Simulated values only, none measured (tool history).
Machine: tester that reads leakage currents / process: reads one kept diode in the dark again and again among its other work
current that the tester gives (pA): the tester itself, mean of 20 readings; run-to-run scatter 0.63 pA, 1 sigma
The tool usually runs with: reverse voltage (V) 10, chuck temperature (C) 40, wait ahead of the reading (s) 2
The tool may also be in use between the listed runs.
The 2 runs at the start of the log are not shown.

run,hour,reverse voltage (V),chuck temperature (C),wait ahead of the reading (s),hours of work since the probe card was cleaned,hours of work since the tester was calibrated,hours of work since the chuck was calibrated,current that the tester gives (pA)
3,115.6,10,57,2,1409,1083,90,602.18
4,153.9,10,40,2,1427,1101,109,219.55
5,222.9,10,40,1.45,1460,1134,142,219.65
6,275.8,10,40,1.45,1485,1159,167,220.68
7,310.4,10,40,2.48,1502,1176,183,220.15
8,366,12.1,40,2.48,1528,1202,210,248.14
9,415.1,12.1,40,2.48,1552,1226,233,247.18
10,446.7,12.1,40,2.48,1567,1241,248,249.17
11,492.6,10,40,2,1589,1263,270,221.03
12,541.4,10,40,2,1612,1286,293,221.45
13,594.2,10,40,2,1637,1311,318,222.25
14,642.8,10,40,2,1660,1334,342,222.32
15,680,10,40,2,1678,1352,359,223.81
16,712.9,10,40,2,1693,1367,375,223.52
17,760.4,10,40,1.18,1716,1390,398,222.35
18,807.4,10,40,1.18,1738,1412,420,224.07
19,850.9,10,40,1.18,1759,1433,441,225.21
20,905.2,10,40,1.18,1785,1459,467,223.85
21,977.8,10,56,2,1820,1494,501,574.45
22,1010.1,10,56,2,1835,1509,517,576.7
23,1059.8,10,56,2,1859,1533,540,577.57
24,1105.9,10,56,2,1881,1555,562,583.54
25,1174.1,10,27,2,1913,1587,595,103.53
26,1242.7,10,27,2,1946,1620,627,103.78

Run 27 comes next. What will it give?
27,1310,10,27,2,1978,1652,659,?

{"run 27": {"current that the tester gives (pA)": 104}}
Had the tool carried no hidden state, the very same run would have given current that the tester gives (pA) 86.48.

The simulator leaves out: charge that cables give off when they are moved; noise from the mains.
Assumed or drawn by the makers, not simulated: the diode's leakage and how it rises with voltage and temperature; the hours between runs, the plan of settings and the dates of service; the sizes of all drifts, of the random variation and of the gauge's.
